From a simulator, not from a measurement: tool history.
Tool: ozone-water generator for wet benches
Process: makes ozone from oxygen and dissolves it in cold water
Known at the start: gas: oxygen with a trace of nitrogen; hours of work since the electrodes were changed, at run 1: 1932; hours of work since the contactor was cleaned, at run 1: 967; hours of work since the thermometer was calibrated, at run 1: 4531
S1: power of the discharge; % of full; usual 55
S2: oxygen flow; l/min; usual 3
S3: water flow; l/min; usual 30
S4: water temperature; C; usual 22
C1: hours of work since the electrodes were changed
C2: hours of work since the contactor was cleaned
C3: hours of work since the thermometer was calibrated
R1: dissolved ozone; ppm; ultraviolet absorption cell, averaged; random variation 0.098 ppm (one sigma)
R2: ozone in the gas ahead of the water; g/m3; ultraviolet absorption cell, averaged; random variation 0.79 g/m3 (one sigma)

{"run": 1, "hour": 0.0, "S1": 55, "S2": 3, "S3": 30, "S4": 22, "C1": 1932, "C2": 967, "C3": 4531, "R1": 5.6, "R2": 118.6}
{"run": 2, "hour": 45.1, "S1": 55, "S2": 3, "S3": 30, "S4": 22, "C1": 1973, "C2": 1008, "C3": 4573, "R1": 5.48, "R2": 119.7}
{"run": 3, "hour": 93.3, "S1": 46, "S2": 3, "S3": 30, "S4": 22, "C1": 2017, "C2": 1052, "C3": 4617, "R1": 4.9, "R2": 106.4}
{"run": 4, "hour": 129.6, "S1": 55, "S2": 3.23, "S3": 30, "S4": 22, "C1": 2050, "C2": 1085, "C3": 4650, "R1": 5.61, "R2": 116.5}
{"run": 5, "hour": 181.4, "S1": 55, "S2": 3.23, "S3": 30, "S4": 22, "C1": 2097, "C2": 1132, "C3": 4697, "R1": 5.81, "R2": 115.6}
{"run": 6, "hour": 221.5, "S1": 55, "S2": 3.23, "S3": 30, "S4": 22, "C1": 2134, "C2": 1169, "C3": 4733, "R1": 6.1, "R2": 114.9}
{"run": 7, "hour": 262.5, "S1": 85, "S2": 3.23, "S3": 30, "S4": 22, "C1": 2171, "C2": 1206, "C3": 4771, "R1": 7.37, "R2": 145.6}
{"run": 8, "hour": 302.1, "S1": 85, "S2": 4.81, "S3": 30, "S4": 22, "C1": 2207, "C2": 1242, "C3": 4807, "R1": 8.16, "R2": 124.1}
{"run": 9, "hour": 329.1, "S1": 85, "S2": 4.81, "S3": 30, "S4": 22, "C1": 2232, "C2": 1267, "C3": 4832, "R1": 8.23, "R2": 125.2}
{"run": 10, "hour": 359.4, "S1": 85, "S2": 4.81, "S3": 30, "S4": 22, "C1": 2260, "C2": 1295, "C3": 4859, "R1": 8.21, "R2": 123.2}
{"run": 11, "hour": 401.4, "S1": 55, "S2": 3, "S3": 30, "S4": 22, "C1": 2298, "C2": 1333, "C3": 4898, "R1": 5.7, "R2": 117.1}
{"run": 12, "hour": 441.9, "S1": 55, "S2": 3, "S3": 30, "S4": 22, "C1": 2335, "C2": 1370, "C3": 4935, "R1": 5.62, "R2": 118.6}
{"run": 13, "hour": 497.4, "S1": 55, "S2": 3, "S3": 30, "S4": 27, "C1": 2386, "C2": 1421, "C3": 4985, "R1": 5.42, "R2": 118.1}
{"run": 14, "hour": 526.9, "S1": 55, "S2": 3, "S3": 30, "S4": 27, "C1": 2412, "C2": 1447, "C3": 5012, "R1": 5.62, "R2": 117.4}
{"run": 15, "hour": 581.7, "S1": 71, "S2": 3, "S3": 30, "S4": 22, "C1": 2463, "C2": 1498, "C3": 5062, "R1": 6.43, "R2": 134.6}
{"run": 16, "hour": 622.1, "S1": 55, "S2": 3, "S3": 30, "S4": 22, "C1": 2499, "C2": 1534, "C3": 5099, "R1": 5.52, "R2": 118.7}
{"run": 17, "hour": 658.4, "S1": 55, "S2": 3, "S3": 30, "S4": 22, "C1": 2533, "C2": 1568, "C3": 5132, "R1": 5.38, "R2": 117.2}
{"run": 18, "hour": 692.1, "S1": 73, "S2": 2.31, "S3": 36, "S4": 22, "C1": 2563, "C2": 1598, "C3": 5163, "R1": 4.96, "R2": 151.4}
{"run": 19, "hour": 724.5, "S1": 59, "S2": 3, "S3": 30, "S4": 14, "C1": 2593, "C2": 1628, "C3": 5193, "R1": 6.27, "R2": 121.9}
{"run": 20, "hour": 767.9, "S1": 59, "S2": 3, "S3": 30, "S4": 14, "C1": 2632, "C2": 1667, "C3": 5232, "R1": 6.19, "R2": 121.9}
{"run": 21, "hour": 824.1, "S1": 65, "S2": 2.6, "S3": 40, "S4": 14, "C1": 2684, "C2": 1719, "C3": 5283, "R1": 4.34, "R2": 136.6}
{"run": 22, "hour": 864.9, "S1": 46, "S2": 2.6, "S3": 40, "S4": 14, "C1": 2721, "C2": 1756, "C3": 5321, "R1": 3.64, "R2": 113.3}
{"run": 23, "hour": 891.3, "S1": 77, "S2": 4.03, "S3": 21, "S4": 17, "C1": 2745, "C2": 1780, "C3": 5345, "R1": 10.86, "R2": 124.5}
{"run": 24, "hour": 935.1, "S1": 77, "S2": 4.03, "S3": 23, "S4": 14, "C1": 2785, "C2": 1820, "C3": 5385, "R1": 10.2, "R2": 125.3}
{"run": 25, "hour": 963.5, "S1": 55, "S2": 2.99, "S3": 30, "S4": 22, "C1": 2811, "C2": 1846, "C3": 5411, "R1": 5.64, "R2": 118.4}
{"run": 26, "hour": 992.5, "S1": 55, "S2": 3, "S3": 30, "S4": 15, "C1": 2837, "C2": 1872, "C3": 5437, "R1": 5.91, "R2": 116.3}
{"run": 27, "hour": 1022.1, "S1": 55, "S2": 3, "S3": 30, "S4": 15, "C1": 2864, "C2": 1899, "C3": 5464, "R1": 5.92, "R2": 117.8}
{"run": 28, "hour": 1065.0, "S1": 55, "S2": 3, "S3": 30, "S4": 15, "C1": 2904, "C2": 1939, "C3": 5503, "R1": 5.73, "R2": 118.1}
{"run": 29, "hour": 1106.2, "S1": 55, "S2": 3, "S3": 30, "S4": 20, "C1": 2941, "C2": 1976, "C3": 5541, "R1": 5.59, "R2": 116.7}
{"run": 30, "hour": 1144.9, "S1": 55, "S2": 5.1, "S3": 31, "S4": 22, "C1": 2977, "C2": 2012, "C3": 5576, "R1": 6.26, "R2": 94.7}
{"run": 31, "hour": 1191.3, "S1": 55, "S2": 2.56, "S3": 31, "S4": 24, "C1": 3019, "C2": 2054, "C3": 5619, "R1": 5.06, "R2": 123.5}
{"run": 32, "hour": 1231.9, "S1": 77, "S2": 5.03, "S3": 37, "S4": 28, "C1": 3056, "C2": 2091, "C3": 5656, "R1": 5.75, "R2": 112.8}

Some steps in R1 between neighbouring runs. How much of each would the tool show without its hidden state too (settings, what came in, random variation), and how much is left for the hidden state, with any gauge scatter that isn't in both results?
The hidden state here: yield of the discharge, % of new electrodes'; contactor's efficiency, % of a clean one's; true water temperature over the reading, C; drift of the gauge itself on ozone_ppm, %; drift of the gauge itself on gas_g_m3, %.
Run 10 -> 11: S1 85 -> 55, S2 4.81 -> 3. R1 -2.51 ppm: hidden state +0.26, all else -2.77.
Run 22 -> 23: S1 46 -> 77, S2 2.6 -> 4.03, S3 40 -> 21, S4 14 -> 17. R1 +7.22 ppm: hidden state -0.71, all else +7.93.
Run 24 -> 25: S1 77 -> 55, S2 4.03 -> 2.99, S3 23 -> 30, S4 14 -> 22. R1 -4.56 ppm: hidden state +0.47, all else -5.03.
